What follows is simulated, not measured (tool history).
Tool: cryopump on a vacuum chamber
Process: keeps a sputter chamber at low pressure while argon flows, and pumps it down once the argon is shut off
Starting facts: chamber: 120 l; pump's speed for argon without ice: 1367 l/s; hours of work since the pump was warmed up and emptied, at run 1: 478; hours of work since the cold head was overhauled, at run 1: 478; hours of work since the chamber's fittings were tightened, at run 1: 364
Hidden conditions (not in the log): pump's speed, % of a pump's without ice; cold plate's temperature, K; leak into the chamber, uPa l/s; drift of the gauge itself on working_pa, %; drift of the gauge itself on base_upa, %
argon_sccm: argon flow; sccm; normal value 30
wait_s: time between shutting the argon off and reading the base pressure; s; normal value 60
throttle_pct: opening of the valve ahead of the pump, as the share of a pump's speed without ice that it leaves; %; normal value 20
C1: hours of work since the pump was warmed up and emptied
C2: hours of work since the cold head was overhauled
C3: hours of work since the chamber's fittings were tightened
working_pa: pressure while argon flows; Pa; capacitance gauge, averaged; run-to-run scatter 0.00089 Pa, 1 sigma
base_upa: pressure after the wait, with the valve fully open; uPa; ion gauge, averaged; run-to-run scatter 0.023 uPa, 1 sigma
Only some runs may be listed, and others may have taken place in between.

Run 1, day 0.000: usual settings; C1 478; C2 478; C3 364. Result: working_pa 0.2004 Pa, base_upa 1.54 uPa.
Run 2, day 0.454: usual settings; C1 485; C2 485; C3 371. Result: working_pa 0.2018 Pa, base_upa 1.57 uPa.
Run 3, day 1.192: usual settings; C1 497; C2 497; C3 382. Result: working_pa 0.2000 Pa, base_upa 1.59 uPa.
Run 4, day 1.871: usual settings; C1 508; C2 508; C3 393. Result: working_pa 0.1997 Pa, base_upa 1.63 uPa.
Run 5, day 2.400: usual settings; C1 516; C2 516; C3 401. Result: working_pa 0.2010 Pa, base_upa 1.64 uPa.
Run 6, day 2.979: usual settings but throttle_pct 33 %; C1 525; C2 525; C3 410. Result: working_pa 0.1289 Pa, base_upa 1.69 uPa.
Run 7, day 3.596: usual settings; C1 534; C2 534; C3 419. Result: working_pa 0.2029 Pa, base_upa 1.72 uPa.
Run 8, day 4.092: usual settings; C1 542; C2 542; C3 427. Result: working_pa 0.2014 Pa, base_upa 1.72 uPa.
Run 9, day 4.792: usual settings; C1 553; C2 553; C3 438. Result: working_pa 0.2033 Pa, base_upa 1.75 uPa.
Run 10, day 5.592: usual settings; C1 565; C2 565; C3 451. Result: working_pa 0.2031 Pa, base_upa 1.81 uPa.
Run 11, day 6.483: usual settings; C1 579; C2 579; C3 464. Result: working_pa 0.2023 Pa, base_upa 1.83 uPa.
Run 12, day 7.100: usual settings but throttle_pct 41 %; C1 589; C2 589; C3 474. Result: working_pa 0.1083 Pa, base_upa 1.87 uPa.
Run 13, day 7.996: usual settings; C1 603; C2 603; C3 488. Result: working_pa 0.2057 Pa, base_upa 1.94 uPa.
Run 14, day 8.879: usual settings; C1 617; C2 617; C3 502. Result: working_pa 0.2059 Pa, base_upa 1.93 uPa.
Run 15, day 9.571: usual settings; C1 627; C2 627; C3 512. Result: working_pa 0.2059 Pa, base_upa 2.04 uPa.
Run 16, day 10.283: usual settings; C1 638; C2 638; C3 524. Result: working_pa 0.2055 Pa, base_upa 2.06 uPa.
Run 17, day 10.912: usual settings; C1 648; C2 648; C3 533. Result: working_pa 0.2061 Pa, base_upa 2.11 uPa.
Run 18, day 11.662: usual settings; C1 660; C2 660; C3 545. Result: working_pa 0.2092 Pa, base_upa 2.09 uPa.
Run 19, day 12.129: usual settings but argon_sccm 23 sccm; C1 667; C2 667; C3 552. Result: working_pa 0.1595 Pa, base_upa 2.14 uPa.
Run 20, day 12.708: usual settings but argon_sccm 23 sccm; C1 676; C2 676; C3 561. Result: working_pa 0.1587 Pa, base_upa 2.13 uPa.
At day 13.058: pump warmed up, emptied and cooled again.
Run 21, day 13.567: usual settings but argon_sccm 23 sccm; C1 8; C2 686; C3 571. Result: working_pa 0.1434 Pa, base_upa 1.60 uPa.
Run 22, day 13.983: usual settings but argon_sccm 14 sccm, wait_s 116 s; C1 14; C2 693; C3 578. Result: working_pa 0.0869 Pa, base_upa 1.33 uPa.
Run 23, day 14.829: usual settings but argon_sccm 59 sccm, wait_s 57 s, throttle_pct 26 %; C1 28; C2 706; C3 591. Result: working_pa 0.2837 Pa, base_upa 1.66 uPa.
Run 24, day 15.312: usual settings but argon_sccm 55 sccm, wait_s 109 s, throttle_pct 56 %; C1 35; C2 714; C3 599. Result: working_pa 0.1237 Pa, base_upa 1.45 uPa.
Run 25, day 15.783: usual settings but argon_sccm 19 sccm, wait_s 171 s, throttle_pct 16 %; C1 42; C2 721; C3 606. Result: working_pa 0.1486 Pa, base_upa 1.32 uPa.
Run 26, day 16.583: usual settings but argon_sccm 19 sccm, wait_s 171 s, throttle_pct 16 %; C1 55; C2 733; C3 618. Result: working_pa 0.1475 Pa, base_upa 1.26 uPa.
Run 27, day 17.471: usual settings but argon_sccm 19 sccm, wait_s 171 s, throttle_pct 17 %; C1 69; C2 747; C3 632. Result: working_pa 0.1394 Pa, base_upa 1.36 uPa.
Run 28, day 18.325: usual settings but argon_sccm 19 sccm, wait_s 171 s, throttle_pct 17 %; C1 82; C2 760; C3 646. Result: working_pa 0.1390 Pa, base_upa 1.43 uPa.
Run 29, day 19.004: usual settings but argon_sccm 22 sccm, wait_s 62 s, throttle_pct 34 %; C1 93; C2 771; C3 656. Result: working_pa 0.0820 Pa, base_upa 1.70 uPa.
Run 30, day 19.821: usual settings but argon_sccm 22 sccm, wait_s 62 s, throttle_pct 34 %; C1 105; C2 784; C3 669. Result: working_pa 0.0824 Pa, base_upa 1.74 uPa.
Run 31, day 20.375: usual settings but argon_sccm 16 sccm, wait_s 170 s, throttle_pct 27 %; C1 114; C2 792; C3 677. Result: working_pa 0.0742 Pa, base_upa 1.50 uPa.
Run 32, day 21.154: usual settings but argon_sccm 16 sccm, wait_s 170 s, throttle_pct 27 %; C1 126; C2 804; C3 690. Result: working_pa 0.0755 Pa, base_upa 1.46 uPa.
Run 33, day 21.929: usual settings but argon_sccm 26 sccm, wait_s 30 s, throttle_pct 49 %; C1 138; C2 817; C3 702. Result: working_pa 0.0680 Pa, base_upa 2.37 uPa.
Run 34, day 22.704: usual settings but argon_sccm 14 sccm, wait_s 299 s, throttle_pct 16 %; C1 150; C2 829; C3 714. Result: working_pa 0.1087 Pa, base_upa 1.52 uPa.

Branching from run 34: 4 alternative next runs. What would each branch give?
Run A, day 23.208: usual settings but argon_sccm 23 sccm, wait_s 56 s, throttle_pct 25 %; C1 158; C2 836; C3 722. Result: working_pa ?, base_upa ?.
Run B, day 23.208: usual settings but argon_sccm 14 sccm, wait_s 22 s, throttle_pct 25 %; C1 158; C2 836; C3 722. Result: working_pa ?, base_upa ?.
Run C, day 23.208: usual settings but argon_sccm 14 sccm, throttle_pct 16 %; C1 158; C2 836; C3 722. Result: working_pa ?, base_upa ?.
Run D, day 23.208: usual settings but argon_sccm 57 sccm, wait_s 97 s; C1 158; C2 836; C3 722. Result: working_pa ?, base_upa ?.

run  working_pa  base_upa
  A      0.1168      1.92
  B      0.0705      2.81
  C      0.1106      1.89
  D      0.3591      1.72
The same runs, with their run-to-run variation unchanged, on a tool lacking any hidden condition would have given:
run  working_pa  base_upa
  A      0.1139      0.77
  B      0.0688      1.65
  C      0.1088      0.75
  D      0.3520      0.55

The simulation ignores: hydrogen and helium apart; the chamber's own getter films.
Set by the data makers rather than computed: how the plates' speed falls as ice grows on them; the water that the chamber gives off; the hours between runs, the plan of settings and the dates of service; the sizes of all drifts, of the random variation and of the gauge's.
